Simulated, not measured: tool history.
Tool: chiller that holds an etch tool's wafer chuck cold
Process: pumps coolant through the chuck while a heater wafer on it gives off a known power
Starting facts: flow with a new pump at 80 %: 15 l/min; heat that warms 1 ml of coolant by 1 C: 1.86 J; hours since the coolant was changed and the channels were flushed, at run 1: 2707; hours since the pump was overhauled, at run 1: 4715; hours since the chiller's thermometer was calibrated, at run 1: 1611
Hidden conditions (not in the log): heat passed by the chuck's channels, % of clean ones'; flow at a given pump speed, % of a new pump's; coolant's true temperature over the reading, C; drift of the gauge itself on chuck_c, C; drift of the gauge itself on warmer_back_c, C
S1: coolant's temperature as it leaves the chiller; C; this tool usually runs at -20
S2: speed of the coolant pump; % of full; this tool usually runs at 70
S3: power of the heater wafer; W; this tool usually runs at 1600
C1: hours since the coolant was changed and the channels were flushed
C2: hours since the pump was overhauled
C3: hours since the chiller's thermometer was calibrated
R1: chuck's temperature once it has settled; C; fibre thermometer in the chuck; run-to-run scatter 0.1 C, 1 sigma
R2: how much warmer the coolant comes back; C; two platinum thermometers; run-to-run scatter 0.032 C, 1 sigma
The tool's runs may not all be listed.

{"run": 1, "hour": 0.0, "S1": -20, "S2": 70, "S3": 1600, "C1": 2707, "C2": 4715, "C3": 1611, "R1": -8.2, "R2": 4.2}
{"run": 2, "hour": 69.2, "S1": -20, "S2": 70, "S3": 1600, "C1": 2776, "C2": 4784, "C3": 1680, "R1": -8, "R2": 4.22}
{"run": 3, "hour": 122.8, "S1": -20, "S2": 70, "S3": 1600, "C1": 2830, "C2": 4838, "C3": 1734, "R1": -8, "R2": 4.22}
{"run": 4, "hour": 200.6, "S1": -20, "S2": 70, "S3": 1600, "C1": 2907, "C2": 4915, "C3": 1812, "R1": -8.1, "R2": 4.21}
{"run": 5, "hour": 253.3, "S1": -20, "S2": 70, "S3": 1600, "C1": 2960, "C2": 4968, "C3": 1864, "R1": -8.1, "R2": 4.23}
{"run": 6, "hour": 310.5, "S1": -20, "S2": 70, "S3": 1600, "C1": 3017, "C2": 5025, "C3": 1921, "R1": -7.9, "R2": 4.24}
{"run": 7, "hour": 362.9, "S1": -20, "S2": 70, "S3": 1600, "C1": 3070, "C2": 5078, "C3": 1974, "R1": -8.1, "R2": 4.23}
{"run": 8, "hour": 455.9, "S1": -20, "S2": 70, "S3": 1600, "C1": 3163, "C2": 5171, "C3": 2067, "R1": -8, "R2": 4.2}
{"run": 9, "hour": 511.3, "S1": -11, "S2": 70, "S3": 1600, "C1": 3218, "C2": 5226, "C3": 2122, "R1": 1.1, "R2": 4.19}
{"run": 10, "hour": 597.4, "S1": -15, "S2": 89, "S3": 1055, "C1": 3304, "C2": 5312, "C3": 2208, "R1": -8.4, "R2": 2.16}

Run 11 comes next. What will it give?
{"run": 11, "hour": 673.9, "S1": -27, "S2": 83, "S3": 1055, "C1": 3381, "C2": 5389, "C3": 2285, "R1": "?", "R2": "?"}

R1: -20.1 C
R2: 2.29 C
Minus the tool's unlogged condition, the same run would have read R1 -20.5 C, R2 2.15 C.
